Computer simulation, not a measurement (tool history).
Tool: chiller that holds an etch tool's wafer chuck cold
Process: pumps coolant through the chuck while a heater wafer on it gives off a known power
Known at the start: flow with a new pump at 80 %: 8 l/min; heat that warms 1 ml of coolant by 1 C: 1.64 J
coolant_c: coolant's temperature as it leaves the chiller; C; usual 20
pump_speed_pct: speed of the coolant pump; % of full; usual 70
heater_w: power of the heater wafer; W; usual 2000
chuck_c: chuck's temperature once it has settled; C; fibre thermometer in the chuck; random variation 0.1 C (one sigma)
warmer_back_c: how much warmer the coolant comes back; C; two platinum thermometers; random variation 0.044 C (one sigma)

run	hour	coolant_c	pump_speed_pct	heater_w	chuck_c	warmer_back_c
1	0.0	20	70	2000	38.7	10.94
2	27.8	19	70	2000	37.9	10.88
3	55.6	19	70	2000	37.8	10.79
4	75.7	19	70	2000	37.9	10.81
5	110.8	19	70	2000	37.9	10.91
6	140.8	19	70	2000	38.0	10.94
7	167.9	19	70	2000	37.8	10.87
8	193.6	20	70	2000	39.1	10.86
9	226.5	20	70	2000	39.1	10.88
10	244.8	20	70	2000	39.1	10.99
11	266.4	20	70	2000	39.0	10.91
12	289.4	20	70	2000	39.0	10.94
13	312.0	18	70	2000	37.0	10.94
14	336.6	20	70	2000	39.2	10.83
15	361.8	20	70	2000	39.1	10.88
16	387.2	20	70	1189	31.5	6.51
17	408.0	17	70	1736	33.6	9.57
18	448.2	12	76	1377	24.3	6.85
19	476.8	24	90	1377	34.2	5.62
20	502.8	24	90	1377	34.4	5.63
21	529.0	24	77	1377	36.1	6.70
22	549.4	21	77	1377	33.0	6.74
23	589.5	20	71	1377	33.1	7.49
24	610.8	20	71	1377	33.2	7.41
25	646.6	20	71	1092	30.4	5.90
26	670.2	12	60	2886	44.2	18.98
27	688.9	11	77	2000	28.6	9.83
28	710.2	11	77	2000	28.7	9.88
29	736.6	22	65	1507	37.5	9.05
30	764.1	20	91	1207	29.0	4.90
31	795.1	20	91	1207	29.2	4.89

Hidden state or all else? Some run-to-run changes of chuck_c, split into what the settings, what came in and random variation would give without the hidden state, and what is left for the hidden state (with any gauge scatter that isn't in both results):
The hidden state here: heat passed by the chuck's channels, % of clean ones'; flow at a given pump speed, % of a new pump's; coolant's true temperature over the reading, C; drift of the gauge itself on chuck_c, C; drift of the gauge itself on warmer_back_c, C.
Run 15 -> 16: heater_w 2000 -> 1189. chuck_c -7.6 C: hidden state -0.6, all else -7.0.
Run 18 -> 19: coolant_c 12 -> 24, pump_speed_pct 76 -> 90. chuck_c +9.9 C: hidden state -0.1, all else +10.0.
Run 25 -> 26: coolant_c 20 -> 12, pump_speed_pct 71 -> 60, heater_w 1092 -> 2886. chuck_c +13.8 C: hidden state +1.4, all else +12.4.
Run 26 -> 27: coolant_c 12 -> 11, pump_speed_pct 60 -> 77, heater_w 2886 -> 2000. chuck_c -15.6 C: hidden state -0.8, all else -14.8.
